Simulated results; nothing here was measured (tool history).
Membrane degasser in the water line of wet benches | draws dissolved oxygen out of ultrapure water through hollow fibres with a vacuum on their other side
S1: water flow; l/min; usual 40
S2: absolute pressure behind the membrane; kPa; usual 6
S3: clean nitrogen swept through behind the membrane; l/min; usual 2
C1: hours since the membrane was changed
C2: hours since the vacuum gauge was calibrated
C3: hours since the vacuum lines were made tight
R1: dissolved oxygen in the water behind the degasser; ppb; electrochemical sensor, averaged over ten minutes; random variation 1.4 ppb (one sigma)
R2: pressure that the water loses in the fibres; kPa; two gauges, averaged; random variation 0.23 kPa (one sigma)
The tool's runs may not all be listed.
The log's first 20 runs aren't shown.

run,day,S1,S2,S3,C1,C2,C3,R1,R2
21,94.279,51,4.38,1.36,7727,675,2382,114.6,78.14
22,98.771,51,4.38,1.36,7835,783,2490,114.5,77.77
23,103.571,42,10.71,5.46,7950,898,2605,152.4,64.05
24,107.75,40,8.37,2.28,8050,998,2705,219.2,61.11
25,112.762,40,8.37,2.28,8171,1119,2826,215.8,61.16
26,116.246,40,8.37,2.28,8254,1202,2909,216.9,61.56
27,119.054,40,6,2.96,8322,1270,2977,103.7,61.03
28,123.95,40,10.86,3.57,8439,1387,3094,212.7,61.31
29,130.188,27,13.63,1.64,8589,1537,3244,384.6,41.54
30,133.221,27,13.63,1.64,8662,1610,3317,389.8,41.31
31,136.262,40,8.98,0.8,8735,1683,3390,542.6,61.49
32,139.179,40,8.98,0.8,8805,1753,3460,553.5,61.27

Forecast each of these 4 alternatives for the next run:
A,145.325,40,6,1.83,8952,1900,3607,?,?
B,145.325,40,6,1.99,8952,1900,3607,?,?
C,145.325,40,5.16,5.23,8952,1900,3607,?,?
D,145.325,40,14.47,2,8952,1900,3607,?,?

run,R1,R2
A,151.5,61.3
B,143.7,61.24
C,52.5,61.59
D,491.8,61.4
Without the tool's hidden state the same runs would have given:
run,R1,R2
A,143.2,58.17
B,135.5,58.1
C,46.5,58.46
D,483.4,58.27
